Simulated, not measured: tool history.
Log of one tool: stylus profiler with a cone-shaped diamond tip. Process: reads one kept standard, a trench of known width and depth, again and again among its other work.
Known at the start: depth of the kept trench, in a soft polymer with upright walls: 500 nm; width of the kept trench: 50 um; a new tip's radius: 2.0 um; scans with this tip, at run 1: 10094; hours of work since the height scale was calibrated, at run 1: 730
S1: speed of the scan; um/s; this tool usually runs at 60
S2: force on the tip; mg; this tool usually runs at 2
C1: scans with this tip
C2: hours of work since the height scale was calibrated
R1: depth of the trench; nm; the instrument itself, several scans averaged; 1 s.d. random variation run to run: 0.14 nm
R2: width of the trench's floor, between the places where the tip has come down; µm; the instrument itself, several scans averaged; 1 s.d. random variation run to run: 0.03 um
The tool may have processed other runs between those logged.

run    hour   S1    S2     C1   C2      R1     R2
  1       0   60     2  10094  730  504.94  45.26
  2    54.6   60     2  10599  766  504.62  45.17
  3     135   60     2  11342  820  504.83  45.14
  4   205.3   60     2  11993  867  504.47     45
  5   249.9   60     2  12406  897  504.39  44.97
  6   337.3   60     2  13214  956  504.41  44.88
  7   376.7   60     2  13579  982  504.33  44.79
      408.2  -- new tip fitted, height scale calibrated
  8   418.7   60     2     97    7  505.59  46.98
  9   474.2   69     2    611   44  505.69  46.89
 10   512.2   69     2    962   70  505.57  46.78
 11   571.6   16     2   1512  109  505.46  46.94
 12   626.4   60     2   2019  146  505.26  46.62
 13   708.9   60     2   2783  201  505.28  46.44
 14   763.3   60     2   3286  238  505.38  46.35
 15   839.2   60     2   3988  288  505.33   46.2
 16   900.2   60     2   4553  329  504.96  46.12
 17   971.7   60     2   5214  377  505.14  45.98
 18  1050.3   60  4.34   5942  430  508.77  45.95
 19  1091.8   60  4.34   6325  457  508.57  45.89
 20    1160   60  4.34   6957  503  508.71  45.82
 21  1226.3   60  1.36   7570  547  503.49  45.56
 22  1299.6   24     2   8248  596  504.93  45.68
 23  1350.6  125     2   8720  631  504.96   45.1
 24  1424.8   33  5.13   9407  680  509.55  45.54
 25  1512.2  173  0.86  10216  739  502.51   44.3
 26  1596.4  173  0.86  10994  795  502.33   44.2
 27    1679  172  3.07  11759  850  506.35  44.62
 28  1762.5   41   2.2  12531  906  504.88  44.98
 29  1818.7   41   2.2  13051  944  505.04  44.91
 30    1857   41   2.2  13406  969  504.96  44.84
     1905.3  -- new tip fitted, height scale calibrated
 31  1936.2   41   2.2    286   21  505.27  47.13
 32  2020.4   21  1.52   1066   77  504.52  46.97
 33  2067.5   21  1.52   1502  109  504.66  46.89
 34  2150.4   21  1.52   2269  164  504.22  46.72
 35  2220.9   20  2.12   2920  211  505.55  46.63
 36  2295.8   20  2.12   3614  261  505.14  46.51
 37  2340.5   20  2.12   4028  291  505.47  46.49
 38  2415.2   20  2.12   4718  341  505.14  46.33
 39  2484.2   60  1.06   5357  387  503.23  45.91
 40  2553.2   63     2   5995  434  505.09  45.86
 41  2600.5   25   0.7   6433  465  502.14  45.88
 42    2681  137  4.12   7178  519  508.32  45.56

Hidden condition of the tool, last listed run before each entry between runs versus first listed run after:
After run 7, before run 8: new tip fitted, height scale calibrated (hour 408.2)
  radius of the tip, um: 6.34 -> 2.06; height scale over the true one, %: -0.174 -> 0.013
  what was measured, less what the result would be without the hidden state, R1: -0.88 -> +0.06 nm; R2: -2.29 -> -0.05 µm
After run 30, before run 31: new tip fitted, height scale calibrated (hour 1905.3)
  radius of the tip, um: 6.4 -> 2.08; height scale over the true one, %: -0.152 -> -0.017
  what was measured, less what the result would be without the hidden state, R1: -0.77 -> -0.08 nm; R2: -2.32 -> -0.06 µm
